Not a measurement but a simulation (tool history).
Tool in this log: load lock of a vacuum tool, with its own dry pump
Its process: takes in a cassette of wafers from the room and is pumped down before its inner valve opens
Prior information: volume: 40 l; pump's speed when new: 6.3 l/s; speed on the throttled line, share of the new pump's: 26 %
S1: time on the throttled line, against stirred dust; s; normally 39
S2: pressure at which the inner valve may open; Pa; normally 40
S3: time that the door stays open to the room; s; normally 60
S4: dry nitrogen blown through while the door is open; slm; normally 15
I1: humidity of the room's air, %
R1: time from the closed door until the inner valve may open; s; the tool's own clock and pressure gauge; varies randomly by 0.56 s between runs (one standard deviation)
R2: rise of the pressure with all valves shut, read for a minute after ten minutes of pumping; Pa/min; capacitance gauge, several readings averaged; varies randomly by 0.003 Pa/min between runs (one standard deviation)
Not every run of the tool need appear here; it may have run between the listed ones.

run    hour  S1  S2   S3  S4    I1     R1     R2
  1       0  39  40   60  15  47.3   85.7  0.074
  2   157.8  39  40   64  15  46.8   87.1  0.073
  3   281.8  39  40  145  15  44.1   86.5  0.105
  4   400.1  39  40   60  15  47.7   86.3  0.086
  5   481.2  39  40   60  15  44.5   86.1  0.081
  6   564.1  39  40   60  15  48.4   86.6  0.091
  7   666.3  39  40   60  41  43.3   86.1  0.081
  8   826.9  39  40   60  41  43.6   86.8   0.08
  9   966.1  39  40   60  41  44.2   86.5  0.088
 10  1065.1  74  40   60  15  42.2  111.1  0.092
 11  1144.5  74  40   60  15  43.8  110.3  0.091
 12  1282.2  74  40   60  15  46.1  111.1  0.097
 13  1413.8  74  40   60  15  45.8  111.2  0.098
 14  1533.1  74  40   60  15  41.8  112.3  0.096
 15  1682.9  39  40   60  15    44   87.2  0.107
     1847.5  -- dry pump taken out, an overhauled one fitted
 16  1847.5  39  40   60  15  46.7   80.2  0.103
 17  1985.3  39  40   60  15  45.7   79.1  0.113
 18  2145.7  39  40   60  15    48   80.8  0.115
 19  2220.2  39  40   79  15  46.8   79.6  0.119
 20  2302.1  21  55  130   9    47   65.2  0.138
 21  2468.2  21  79  130   9  42.6   61.9  0.137
 22  2540.1  42  65   77  15  41.8   78.3  0.117
 23  2613.9  42  65   31  15  41.3   78.6  0.116
 24  2707.3  56  55   54  15  48.4     90  0.125
 25    2799  77  40   79  22  45.7    109  0.118
 26  2871.1  39  78   60  26  44.8   74.7   0.12
 27  2947.6  47  39   66   6  45.1     85  0.134
 28  3050.6  74  40   60  15  43.8    105  0.126
 29    3213  74  54   45  13  46.4  103.9  0.133
 30  3352.4  39  36   60  15  43.9     81  0.133
 31  3457.2  60  46   60  15  45.9   94.8  0.141
 32  3560.4  48  32  130  44  46.5   89.8  0.131
 33  3714.4  24  40   60  15  46.2   69.8  0.144
 34  3794.2  24  40   60  15  44.1   70.3  0.145
 35  3920.8  27  40   60  15  46.2   72.5  0.147
 36  4077.8  27  40   60  15  44.2   71.6  0.152
 37  4168.7  27  40   31  15  48.6   71.8  0.149

Some steps in R1, run to run, broken into two amounts with sign: the step expected even without the hidden condition (settings, incoming material, random variation), and the rest, left for the hidden condition together with whatever gauge scatter is not in both the measured and the hidden-condition-free result:
Hidden state present: pump's speed, % of a new pump's; leak at the door's seal, Pa l/s; drift of the gauge itself on ready_s, %; drift of the gauge itself on rise_pa_min, %.
Run 9 -> 10: S1 39 -> 74, S4 41 -> 15. R1 +24.6 s: hidden state -1.6, all else +26.2.
Run 14 -> 15: S1 74 -> 39. R1 -25.1 s: hidden state +1.8, all else -26.9.
Run 15 -> 16: dry pump taken out, an overhauled one fitted. R1 -7 s: hidden state -7.5, all else +0.5.
Run 25 -> 26: S1 77 -> 39, S2 40 -> 78, S3 79 -> 60, S4 22 -> 26. R1 -34.3 s: hidden state -0.1, all else -34.2.
